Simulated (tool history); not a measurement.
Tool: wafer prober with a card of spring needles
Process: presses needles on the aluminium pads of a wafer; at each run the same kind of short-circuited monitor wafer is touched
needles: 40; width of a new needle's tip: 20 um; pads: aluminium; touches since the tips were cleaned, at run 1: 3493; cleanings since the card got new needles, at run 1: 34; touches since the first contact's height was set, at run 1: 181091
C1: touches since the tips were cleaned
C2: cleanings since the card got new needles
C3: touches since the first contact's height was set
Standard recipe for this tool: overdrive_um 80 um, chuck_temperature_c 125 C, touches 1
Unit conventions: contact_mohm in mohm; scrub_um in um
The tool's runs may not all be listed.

run 1 hour=0.0 | overdrive_um=80 chuck_temperature_c=125 touches=1 | C1=3493 C2=34 C3=181091 | contact_mohm=280 scrub_um=17.71
-- hour=10.9 tips cleaned on abrasive film
-- hour=37.4 tips cleaned on abrasive film
run 2 hour=52.4 | overdrive_um=65 chuck_temperature_c=125 touches=1 | C1=3341 C2=36 C3=192738 | contact_mohm=284 scrub_um=14.27
-- hour=60.9 tips cleaned on abrasive film
-- hour=83.9 tips cleaned on abrasive film
-- hour=107.4 tips cleaned on abrasive film
run 3 hour=107.4 | overdrive_um=68 chuck_temperature_c=125 touches=1 | C1=0 C2=39 C3=204944 | contact_mohm=275 scrub_um=14.88
-- hour=130.7 tips cleaned on abrasive film
-- hour=154.1 tips cleaned on abrasive film
-- hour=159.8 height of the first contact set anew
-- hour=178.3 tips cleaned on abrasive film
run 4 hour=178.6 | overdrive_um=68 chuck_temperature_c=125 touches=1 | C1=70 C2=42 C3=4173 | contact_mohm=272 scrub_um=15.81
-- hour=200.5 tips cleaned on abrasive film
-- hour=225.6 tips cleaned on abrasive film
-- hour=251.6 tips cleaned on abrasive film
run 5 hour=254.6 | overdrive_um=68 chuck_temperature_c=125 touches=1 | C1=671 C2=45 C3=21083 | contact_mohm=279 scrub_um=15.75
-- hour=278.7 tips cleaned on abrasive film
run 6 hour=292.3 | overdrive_um=72 chuck_temperature_c=125 touches=1 | C1=3035 C2=46 C3=29473 | contact_mohm=279 scrub_um=16.58
-- hour=302.1 tips cleaned on abrasive film
-- hour=326.6 tips cleaned on abrasive film
-- hour=352.1 tips cleaned on abrasive film
run 7 hour=356.5 | overdrive_um=80 chuck_temperature_c=56 touches=1 | C1=997 C2=49 C3=43742 | contact_mohm=255 scrub_um=18.38
-- hour=375.5 tips cleaned on abrasive film
-- hour=401.7 tips cleaned on abrasive film
-- hour=426.8 tips cleaned on abrasive film
run 8 hour=436.8 | overdrive_um=91 chuck_temperature_c=125 touches=1 | C1=2226 C2=52 C3=61584 | contact_mohm=274 scrub_um=20.83
-- hour=453.1 tips cleaned on abrasive film
-- hour=476.5 tips cleaned on abrasive film
run 9 hour=487.5 | overdrive_um=80 chuck_temperature_c=125 touches=1 | C1=2442 C2=54 C3=72856 | contact_mohm=280 scrub_um=18.24
-- hour=503.4 tips cleaned on abrasive film
-- hour=527.7 tips cleaned on abrasive film
run 10 hour=548.8 | overdrive_um=80 chuck_temperature_c=125 touches=1 | C1=4703 C2=56 C3=86501 | contact_mohm=281 scrub_um=18.20
-- hour=554.3 tips cleaned on abrasive film
-- hour=578.2 tips cleaned on abrasive film
-- hour=600.6 tips cleaned on abrasive film
run 11 hour=618.8 | overdrive_um=80 chuck_temperature_c=125 touches=1 | C1=4047 C2=59 C3=102049 | contact_mohm=280 scrub_um=18.11
-- hour=622.4 tips cleaned on abrasive film
-- hour=648.9 tips cleaned on abrasive film
-- hour=672.0 tips cleaned on abrasive film
run 12 hour=672.0 | overdrive_um=80 chuck_temperature_c=125 touches=1 | C1=0 C2=62 C3=113874 | contact_mohm=273 scrub_um=18.02
-- hour=699.0 tips cleaned on abrasive film
run 13 hour=718.0 | overdrive_um=95 chuck_temperature_c=125 touches=1 | C1=4243 C2=63 C3=124104 | contact_mohm=278 scrub_um=21.43
-- hour=722.4 tips cleaned on abrasive film
-- hour=746.3 tips cleaned on abrasive film
-- hour=770.2 tips cleaned on abrasive film
-- hour=793.8 tips cleaned on abrasive film
run 14 hour=793.8 | overdrive_um=95 chuck_temperature_c=125 touches=1 | C1=0 C2=67 C3=140946 | contact_mohm=270 scrub_um=21.50
-- hour=819.9 tips cleaned on abrasive film
run 15 hour=832.8 | overdrive_um=64 chuck_temperature_c=125 touches=1 | C1=2880 C2=68 C3=149636 | contact_mohm=288 scrub_um=14.17
-- hour=844.1 tips cleaned on abrasive film
-- hour=869.7 tips cleaned on abrasive film
run 16 hour=880.1 | overdrive_um=84 chuck_temperature_c=125 touches=3 | C1=2325 C2=70 C3=160133 | contact_mohm=273 scrub_um=18.80
-- hour=895.4 tips cleaned on abrasive film
-- hour=917.1 tips cleaned on abrasive film
-- hour=940.5 tips cleaned on abrasive film
run 17 hour=957.2 | overdrive_um=64 chuck_temperature_c=117 touches=1 | C1=3708 C2=73 C3=177272 | contact_mohm=288 scrub_um=14.06
-- hour=966.3 tips cleaned on abrasive film
-- hour=991.4 tips cleaned on abrasive film
-- hour=1015.2 tips cleaned on abrasive film
run 18 hour=1033.5 | overdrive_um=61 chuck_temperature_c=125 touches=1 | C1=4090 C2=76 C3=194252 | contact_mohm=291 scrub_um=13.34
-- hour=1037.9 tips cleaned on abrasive film
-- hour=1063.0 tips cleaned on abrasive film
run 19 hour=1072.5 | overdrive_um=80 chuck_temperature_c=125 touches=1 | C1=2119 C2=78 C3=202906 | contact_mohm=279 scrub_um=17.74
-- hour=1088.4 tips cleaned on abrasive film
-- hour=1112.4 tips cleaned on abrasive film
-- hour=1131.3 height of the first contact set anew
-- hour=1136.8 tips cleaned on abrasive film
run 20 hour=1139.7 | overdrive_um=82 chuck_temperature_c=40 touches=1 | C1=655 C2=81 C3=1864 | contact_mohm=250 scrub_um=19.01
-- hour=1163.4 tips cleaned on abrasive film
-- hour=1185.1 tips cleaned on abrasive film
-- hour=1209.8 tips cleaned on abrasive film
run 21 hour=1211.8 | overdrive_um=60 chuck_temperature_c=43 touches=1 | C1=433 C2=84 C3=17871 | contact_mohm=254 scrub_um=13.85
-- hour=1234.6 tips cleaned on abrasive film
-- hour=1261.6 tips cleaned on abrasive film
-- hour=1287.0 tips cleaned on abrasive film
run 22 hour=1289.6 | overdrive_um=97 chuck_temperature_c=125 touches=1 | C1=577 C2=87 C3=35173 | contact_mohm=274 scrub_um=22.36
-- hour=1310.8 tips cleaned on abrasive film
-- hour=1336.9 tips cleaned on abrasive film
-- hour=1358.8 tips cleaned on abrasive film
run 23 hour=1362.7 | overdrive_um=97 chuck_temperature_c=125 touches=1 | C1=877 C2=90 C3=51433 | contact_mohm=272 scrub_um=22.28
-- hour=1383.0 tips cleaned on abrasive film
-- hour=1407.7 tips cleaned on abrasive film
run 24 hour=1409.2 | overdrive_um=80 chuck_temperature_c=88 touches=1 | C1=337 C2=92 C3=61766 | contact_mohm=263 scrub_um=18.30
-- hour=1434.7 tips cleaned on abrasive film
-- hour=1457.4 tips cleaned on abrasive film
run 25 hour=1459.5 | overdrive_um=60 chuck_temperature_c=40 touches=1 | C1=471 C2=94 C3=72950 | contact_mohm=256 scrub_um=13.57

Hidden state at the last listed run before each entry between runs and at the first one after, where it differs:
Between runs 1 and 2: tips cleaned on abrasive film (hour 10.9); tips cleaned on abrasive film (hour 37.4)
  debris on the tips, nm: 54.7 -> 50.7; way that the needles fall short of the set height, um: 3.5 -> 3.7; tips' diameter, um: 21.22 -> 21.29
  measured less the result without the state, contact_mohm: +9 -> +13 mohm; scrub_um: -0.81 -> -0.86 um
Between runs 2 and 3: tips cleaned on abrasive film (hour 60.9); tips cleaned on abrasive film (hour 83.9); tips cleaned on abrasive film (hour 107.4)
  debris on the tips, nm: 50.7 -> 2.8; way that the needles fall short of the set height, um: 3.7 -> 4.06; tips' diameter, um: 21.29 -> 21.42
  measured less the result without the state, contact_mohm: +13 -> +2 mohm; scrub_um: -0.86 -> -0.94 um
Between runs 3 and 4: tips cleaned on abrasive film (hour 130.7); tips cleaned on abrasive film (hour 154.1); height of the first contact set anew (hour 159.8); tips cleaned on abrasive film (hour 178.3)
  debris on the tips, nm: 2.8 -> 5.6; way that the needles fall short of the set height, um: 4.06 -> 0.12; tips' diameter, um: 21.42 -> 21.55
  measured less the result without the state, contact_mohm: +2 -> +1 mohm; scrub_um: -0.94 -> -0.03 um
Between runs 4 and 5: tips cleaned on abrasive film (hour 200.5); tips cleaned on abrasive film (hour 225.6); tips cleaned on abrasive film (hour 251.6)
  debris on the tips, nm: 5.6 -> 19.9; way that the needles fall short of the set height, um: 0.12 -> 0.43; tips' diameter, um: 21.55 -> 21.66
  measured less the result without the state, contact_mohm: +1 -> +5 mohm; scrub_um: -0.03 -> -0.10 um
Between runs 5 and 6: tips cleaned on abrasive film (hour 278.7)
  debris on the tips, nm: 19.9 -> 48.2; way that the needles fall short of the set height, um: 0.43 -> 0.54; tips' diameter, um: 21.66 -> 21.7
  measured less the result without the state, contact_mohm: +5 -> +9 mohm; scrub_um: -0.10 -> -0.12 um
Between runs 6 and 7: tips cleaned on abrasive film (hour 302.1); tips cleaned on abrasive film (hour 326.6); tips cleaned on abrasive film (hour 352.1)
  debris on the tips, nm: 48.2 -> 29.3; way that the needles fall short of the set height, um: 0.54 -> 0.91; tips' diameter, um: 21.7 -> 21.83
  measured less the result without the state, contact_mohm: +9 -> +6 mohm; scrub_um: -0.12 -> -0.21 um
Between runs 7 and 8: tips cleaned on abrasive film (hour 375.5); tips cleaned on abrasive film (hour 401.7); tips cleaned on abrasive film (hour 426.8)
  debris on the tips, nm: 29.3 -> 40; way that the needles fall short of the set height, um: 0.91 -> 1.2; tips' diameter, um: 21.83 -> 21.93
  measured less the result without the state, contact_mohm: +6 -> +6 mohm; scrub_um: -0.21 -> -0.28 um
Between runs 8 and 9: tips cleaned on abrasive film (hour 453.1); tips cleaned on abrasive film (hour 476.5)
  debris on the tips, nm: 40 -> 46.9; way that the needles fall short of the set height, um: 1.2 -> 1.41; tips' diameter, um: 21.93 -> 22
  measured less the result without the state, contact_mohm: +6 -> +8 mohm; scrub_um: -0.28 -> -0.33 um
Between runs 9 and 10: tips cleaned on abrasive film (hour 503.4); tips cleaned on abrasive film (hour 527.7)
  debris on the tips, nm: 46.9 -> 61.8; way that the needles fall short of the set height, um: 1.41 -> 1.62; tips' diameter, um: 22 -> 22.07
  measured less the result without the state, contact_mohm: +8 -> +11 mohm; scrub_um: -0.33 -> -0.37 um
Between runs 10 and 11: tips cleaned on abrasive film (hour 554.3); tips cleaned on abrasive film (hour 578.2); tips cleaned on abrasive film (hour 600.6)
  debris on the tips, nm: 61.8 -> 58.1; way that the needles fall short of the set height, um: 1.62 -> 1.93; tips' diameter, um: 22.07 -> 22.19
  measured less the result without the state, contact_mohm: +11 -> +10 mohm; scrub_um: -0.37 -> -0.44 um
Between runs 11 and 12: tips cleaned on abrasive film (hour 622.4); tips cleaned on abrasive film (hour 648.9); tips cleaned on abrasive film (hour 672.0)
  debris on the tips, nm: 58.1 -> 5; way that the needles fall short of the set height, um: 1.93 -> 2.3; tips' diameter, um: 22.19 -> 22.32
  measured less the result without the state, contact_mohm: +10 -> +2 mohm; scrub_um: -0.44 -> -0.53 um
Between runs 12 and 13: tips cleaned on abrasive film (hour 699.0)
  debris on the tips, nm: 5 -> 57.9; way that the needles fall short of the set height, um: 2.3 -> 2.4; tips' diameter, um: 22.32 -> 22.35
  measured less the result without the state, contact_mohm: +2 -> +8 mohm; scrub_um: -0.53 -> -0.55 um
Between runs 13 and 14: tips cleaned on abrasive film (hour 722.4); tips cleaned on abrasive film (hour 746.3); tips cleaned on abrasive film (hour 770.2); tips cleaned on abrasive film (hour 793.8)
  debris on the tips, nm: 57.9 -> 5.9; way that the needles fall short of the set height, um: 2.4 -> 2.77; tips' diameter, um: 22.35 -> 22.48
  measured less the result without the state, contact_mohm: +8 -> +2 mohm; scrub_um: -0.55 -> -0.65 um
Between runs 14 and 15: tips cleaned on abrasive film (hour 819.9)
  debris on the tips, nm: 5.9 -> 51.7; way that the needles fall short of the set height, um: 2.77 -> 2.89; tips' diameter, um: 22.48 -> 22.52
  measured less the result without the state, contact_mohm: +2 -> +15 mohm; scrub_um: -0.65 -> -0.67 um
Between runs 15 and 16: tips cleaned on abrasive film (hour 844.1); tips cleaned on abrasive film (hour 869.7)
  debris on the tips, nm: 51.7 -> 43.6; way that the needles fall short of the set height, um: 2.89 -> 3.08; tips' diameter, um: 22.52 -> 22.59
  measured less the result without the state, contact_mohm: +15 -> +3 mohm; scrub_um: -0.67 -> -0.72 um
Between runs 16 and 17: tips cleaned on abrasive film (hour 895.4); tips cleaned on abrasive film (hour 917.1); tips cleaned on abrasive film (hour 940.5)
  debris on the tips, nm: 43.6 -> 54.7; way that the needles fall short of the set height, um: 3.08 -> 3.42; tips' diameter, um: 22.59 -> 22.71
  measured less the result without the state, contact_mohm: +3 -> +16 mohm; scrub_um: -0.72 -> -0.80 um
Between runs 17 and 18: tips cleaned on abrasive film (hour 966.3); tips cleaned on abrasive film (hour 991.4); tips cleaned on abrasive film (hour 1015.2)
  debris on the tips, nm: 54.7 -> 58.2; way that the needles fall short of the set height, um: 3.42 -> 3.74; tips' diameter, um: 22.71 -> 22.82
  measured less the result without the state, contact_mohm: +16 -> +19 mohm; scrub_um: -0.80 -> -0.87 um
Between runs 18 and 19: tips cleaned on abrasive film (hour 1037.9); tips cleaned on abrasive film (hour 1063.0)
  debris on the tips, nm: 58.2 -> 42.6; way that the needles fall short of the set height, um: 3.74 -> 3.95; tips' diameter, um: 22.82 -> 22.89
  measured less the result without the state, contact_mohm: +19 -> +9 mohm; scrub_um: -0.87 -> -0.92 um
Between runs 19 and 20: tips cleaned on abrasive film (hour 1088.4); tips cleaned on abrasive film (hour 1112.4); height of the first contact set anew (hour 1131.3); tips cleaned on abrasive film (hour 1136.8)
  debris on the tips, nm: 42.6 -> 15.5; way that the needles fall short of the set height, um: 3.95 -> 0.08; tips' diameter, um: 22.89 -> 23
  measured less the result without the state, contact_mohm: +9 -> +3 mohm; scrub_um: -0.92 -> -0.02 um
Between runs 20 and 21: tips cleaned on abrasive film (hour 1163.4); tips cleaned on abrasive film (hour 1185.1); tips cleaned on abrasive film (hour 1209.8)
  debris on the tips, nm: 15.5 -> 15.7; way that the needles fall short of the set height, um: 0.08 -> 0.34; tips' diameter, um: 23 -> 23.1
  measured less the result without the state, contact_mohm: +3 -> +6 mohm; scrub_um: -0.02 -> -0.08 um
Between runs 21 and 22: tips cleaned on abrasive film (hour 1234.6); tips cleaned on abrasive film (hour 1261.6); tips cleaned on abrasive film (hour 1287.0)
  debris on the tips, nm: 15.7 -> 17.4; way that the needles fall short of the set height, um: 0.34 -> 0.66; tips' diameter, um: 23.1 -> 23.21
  measured less the result without the state, contact_mohm: +6 -> +3 mohm; scrub_um: -0.08 -> -0.15 um
Between runs 22 and 23: tips cleaned on abrasive film (hour 1310.8); tips cleaned on abrasive film (hour 1336.9); tips cleaned on abrasive film (hour 1358.8)
  debris on the tips, nm: 17.4 -> 25.6; way that the needles fall short of the set height, um: 0.66 -> 1.01; tips' diameter, um: 23.21 -> 23.33
  measured less the result without the state, contact_mohm: +3 -> +5 mohm; scrub_um: -0.15 -> -0.23 um
Between runs 23 and 24: tips cleaned on abrasive film (hour 1383.0); tips cleaned on abrasive film (hour 1407.7)
  debris on the tips, nm: 25.6 -> 10.9; way that the needles fall short of the set height, um: 1.01 -> 1.26; tips' diameter, um: 23.33 -> 23.42
  measured less the result without the state, contact_mohm: +5 -> +3 mohm; scrub_um: -0.23 -> -0.29 um
Between runs 24 and 25: tips cleaned on abrasive film (hour 1434.7); tips cleaned on abrasive film (hour 1457.4)
  debris on the tips, nm: 10.9 -> 14.7; way that the needles fall short of the set height, um: 1.26 -> 1.42; tips' diameter, um: 23.42 -> 23.48
  measured less the result without the state, contact_mohm: +3 -> +7 mohm; scrub_um: -0.29 -> -0.33 um

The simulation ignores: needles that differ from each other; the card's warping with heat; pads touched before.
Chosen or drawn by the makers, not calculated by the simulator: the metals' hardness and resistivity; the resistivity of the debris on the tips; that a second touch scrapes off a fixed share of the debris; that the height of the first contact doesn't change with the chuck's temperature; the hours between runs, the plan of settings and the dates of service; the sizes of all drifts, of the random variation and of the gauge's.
